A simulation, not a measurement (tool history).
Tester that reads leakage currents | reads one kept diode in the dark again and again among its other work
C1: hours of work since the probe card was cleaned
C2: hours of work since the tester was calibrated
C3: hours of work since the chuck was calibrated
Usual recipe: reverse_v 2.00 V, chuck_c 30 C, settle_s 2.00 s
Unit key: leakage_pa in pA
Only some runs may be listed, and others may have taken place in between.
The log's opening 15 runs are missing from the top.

At hour 798.0: tester calibrated, once more.
Run 16, hour 807.1: usual settings but settle_s 0.31 s; C1 1158; C2 7; C3 203. Result: leakage_pa 157.96 pA.
Run 17, hour 864.4: usual settings but settle_s 0.31 s; C1 1203; C2 52; C3 248. Result: leakage_pa 158.98 pA.
Run 18, hour 938.9: usual settings but settle_s 0.31 s; C1 1261; C2 111; C3 307. Result: leakage_pa 160.57 pA.
Run 19, hour 985.7: usual settings but settle_s 4.38 s; C1 1298; C2 147; C3 344. Result: leakage_pa 158.86 pA.
Run 20, hour 1057.8: usual settings but reverse_v 4.03 V, settle_s 3.09 s; C1 1354; C2 204; C3 400. Result: leakage_pa 221.89 pA.
Run 21, hour 1123.6: usual settings but reverse_v 19.98 V, chuck_c 25 C, settle_s 0.30 s; C1 1406; C2 255; C3 452. Result: leakage_pa 329.99 pA.
Run 22, hour 1157.5: usual settings but reverse_v 11.05 V, chuck_c 44 C, settle_s 0.77 s; C1 1433; C2 282; C3 478. Result: leakage_pa 991.60 pA.
Run 23, hour 1197.9: usual settings but reverse_v 11.05 V, chuck_c 44 C, settle_s 0.77 s; C1 1464; C2 314; C3 510. Result: leakage_pa 992.24 pA.
Run 24, hour 1258.2: usual settings but reverse_v 6.79 V, chuck_c 37 C, settle_s 4.37 s; C1 1512; C2 361; C3 557. Result: leakage_pa 480.16 pA.
Run 25, hour 1331.2: usual settings but reverse_v 2.17 V, chuck_c 21 C; C1 1569; C2 418; C3 614. Result: leakage_pa 82.69 pA.
Run 26, hour 1382.7: usual settings but reverse_v 4.65 V, settle_s 1.62 s; C1 1609; C2 459; C3 655. Result: leakage_pa 241.02 pA.
Run 27, hour 1417.5: usual settings but reverse_v 13.53 V, chuck_c 53 C, settle_s 3.03 s; C1 1637; C2 486; C3 682. Result: leakage_pa 2047.79 pA.
Run 28, hour 1476.8: usual settings but chuck_c 54 C, settle_s 0.40 s; C1 1683; C2 532; C3 729. Result: leakage_pa 916.78 pA.
Run 29, hour 1551.8: usual settings but settle_s 6.65 s; C1 1742; C2 591; C3 787. Result: leakage_pa 164.39 pA.
Run 30, hour 1632.1: usual settings but settle_s 6.65 s; C1 1805; C2 654; C3 851. Result: leakage_pa 164.97 pA.
Run 31, hour 1678.6: usual settings but chuck_c 29 C, settle_s 6.65 s; C1 1841; C2 691; C3 887. Result: leakage_pa 153.39 pA.
Run 32, hour 1728.2: usual settings but chuck_c 29 C, settle_s 6.65 s; C1 1880; C2 730; C3 926. Result: leakage_pa 154.24 pA.
Run 33, hour 1799.2: usual settings but reverse_v 2.19 V, chuck_c 29 C, settle_s 6.65 s; C1 1936; C2 785; C3 982. Result: leakage_pa 160.43 pA.
Run 34, hour 1844.0: usual settings but reverse_v 1.42 V, chuck_c 29 C, settle_s 7.17 s; C1 1971; C2 820; C3 1017. Result: leakage_pa 132.29 pA.
At hour 1877.2: probe card cleaned and baked.
Run 35, hour 1888.0: usual settings but reverse_v 17.65 V, chuck_c 29 C, settle_s 0.74 s; C1 8; C2 853; C3 1049. Result: leakage_pa 414.23 pA.
Run 36, hour 1948.2: usual settings but chuck_c 25 C, settle_s 1.03 s; C1 56; C2 900; C3 1096. Result: leakage_pa 112.47 pA.
Run 37, hour 2017.8: usual settings but reverse_v 6.49 V, chuck_c 36 C, settle_s 0.76 s; C1 110; C2 954; C3 1151. Result: leakage_pa 448.13 pA.
Run 38, hour 2073.7: usual settings but reverse_v 6.49 V, chuck_c 36 C, settle_s 0.76 s; C1 154; C2 998; C3 1195. Result: leakage_pa 451.11 pA.

Forecast each of these 5 alternatives for the next run:
Run A, hour 2120.6: usual settings but reverse_v 3.25 V, chuck_c 59 C, settle_s 8.09 s; C1 191; C2 1035; C3 1231. Result: leakage_pa ?.
Run B, hour 2120.6: usual settings but reverse_v 10.61 V, chuck_c 31 C, settle_s 3.56 s; C1 191; C2 1035; C3 1231. Result: leakage_pa ?.
Run C, hour 2120.6: usual settings but reverse_v 14.16 V; C1 191; C2 1035; C3 1231. Result: leakage_pa ?.
Run D, hour 2120.6: usual settings but reverse_v 17.64 V, chuck_c 59 C, settle_s 9.05 s; C1 191; C2 1035; C3 1231. Result: leakage_pa ?.
Run E, hour 2120.6: usual settings but reverse_v 6.49 V, chuck_c 21 C, settle_s 0.76 s; C1 191; C2 1035; C3 1231. Result: leakage_pa ?.

run  leakage_pa
  A     1625.57
  B      386.49
  C      410.03
  D     3491.55
  E      141.51
Had the tool no hidden state, the same runs would have come out as:
run  leakage_pa
  A     1534.99
  B      360.07
  C      381.60
  D     3296.05
  E      131.05
